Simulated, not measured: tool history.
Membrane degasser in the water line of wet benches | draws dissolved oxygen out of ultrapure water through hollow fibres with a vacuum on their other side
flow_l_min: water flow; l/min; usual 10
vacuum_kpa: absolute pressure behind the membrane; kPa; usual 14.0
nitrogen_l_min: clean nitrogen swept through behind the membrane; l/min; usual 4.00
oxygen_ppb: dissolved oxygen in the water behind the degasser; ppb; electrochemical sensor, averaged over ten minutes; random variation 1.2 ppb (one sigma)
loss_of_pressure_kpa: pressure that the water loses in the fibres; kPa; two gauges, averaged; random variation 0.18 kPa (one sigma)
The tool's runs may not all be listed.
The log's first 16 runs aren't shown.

run 17 hour=3414.2 | flow_l_min=6 vacuum_kpa=14.0 nitrogen_l_min=2.55 | oxygen_ppb=73.1 loss_of_pressure_kpa=22.12
-- hour=3540.6 vacuum gauge calibrated, once more
run 18 hour=3584.6 | flow_l_min=15 vacuum_kpa=20.9 nitrogen_l_min=2.04 | oxygen_ppb=579.1 loss_of_pressure_kpa=55.99
run 19 hour=3764.3 | flow_l_min=15 vacuum_kpa=20.9 nitrogen_l_min=2.04 | oxygen_ppb=585.8 loss_of_pressure_kpa=56.83
run 20 hour=4034.0 | flow_l_min=10 vacuum_kpa=29.3 nitrogen_l_min=2.55 | oxygen_ppb=323.1 loss_of_pressure_kpa=37.91
run 21 hour=4228.1 | flow_l_min=10 vacuum_kpa=29.3 nitrogen_l_min=2.55 | oxygen_ppb=325.8 loss_of_pressure_kpa=37.51
run 22 hour=4373.4 | flow_l_min=9 vacuum_kpa=19.1 nitrogen_l_min=11.42 | oxygen_ppb=82.1 loss_of_pressure_kpa=33.94
run 23 hour=4658.8 | flow_l_min=10 vacuum_kpa=12.6 nitrogen_l_min=5.69 | oxygen_ppb=122.1 loss_of_pressure_kpa=37.75
run 24 hour=4946.7 | flow_l_min=10 vacuum_kpa=12.6 nitrogen_l_min=5.69 | oxygen_ppb=122.0 loss_of_pressure_kpa=37.62
run 25 hour=5077.5 | flow_l_min=9 vacuum_kpa=16.5 nitrogen_l_min=3.39 | oxygen_ppb=140.8 loss_of_pressure_kpa=34.22
run 26 hour=5240.3 | flow_l_min=9 vacuum_kpa=16.5 nitrogen_l_min=3.39 | oxygen_ppb=140.5 loss_of_pressure_kpa=34.33
run 27 hour=5396.1 | flow_l_min=9 vacuum_kpa=16.5 nitrogen_l_min=3.39 | oxygen_ppb=138.8 loss_of_pressure_kpa=34.13
run 28 hour=5594.8 | flow_l_min=8 vacuum_kpa=28.4 nitrogen_l_min=1.85 | oxygen_ppb=303.9 loss_of_pressure_kpa=30.32
run 29 hour=5801.2 | flow_l_min=9 vacuum_kpa=15.4 nitrogen_l_min=1.85 | oxygen_ppb=201.4 loss_of_pressure_kpa=34.34
run 30 hour=5937.8 | flow_l_min=9 vacuum_kpa=10.4 nitrogen_l_min=4.00 | oxygen_ppb=95.1 loss_of_pressure_kpa=34.33
run 31 hour=6194.1 | flow_l_min=7 vacuum_kpa=10.5 nitrogen_l_min=6.02 | oxygen_ppb=39.3 loss_of_pressure_kpa=26.72
run 32 hour=6469.3 | flow_l_min=16 vacuum_kpa=10.5 nitrogen_l_min=6.02 | oxygen_ppb=426.5 loss_of_pressure_kpa=61.57

3 ways to go on from here, each from the tool as it stands after run 32. What would each give?
run A hour=6601.8 | flow_l_min=6 vacuum_kpa=14.0 nitrogen_l_min=4.00 | oxygen_ppb=? loss_of_pressure_kpa=?
run B hour=6601.8 | flow_l_min=16 vacuum_kpa=10.5 nitrogen_l_min=2.19 | oxygen_ppb=? loss_of_pressure_kpa=?
run C hour=6601.8 | flow_l_min=12 vacuum_kpa=10.5 nitrogen_l_min=6.02 | oxygen_ppb=? loss_of_pressure_kpa=?

run=A oxygen_ppb=50.6 loss_of_pressure_kpa=22.84
run=B oxygen_ppb=512.3 loss_of_pressure_kpa=61.34
run=C oxygen_ppb=199.4 loss_of_pressure_kpa=45.95
Without the tool's hidden state the same runs would have given:
run=A oxygen_ppb=44.0 loss_of_pressure_kpa=20.76
run=B oxygen_ppb=407.3 loss_of_pressure_kpa=55.74
run=C oxygen_ppb=145.2 loss_of_pressure_kpa=41.76
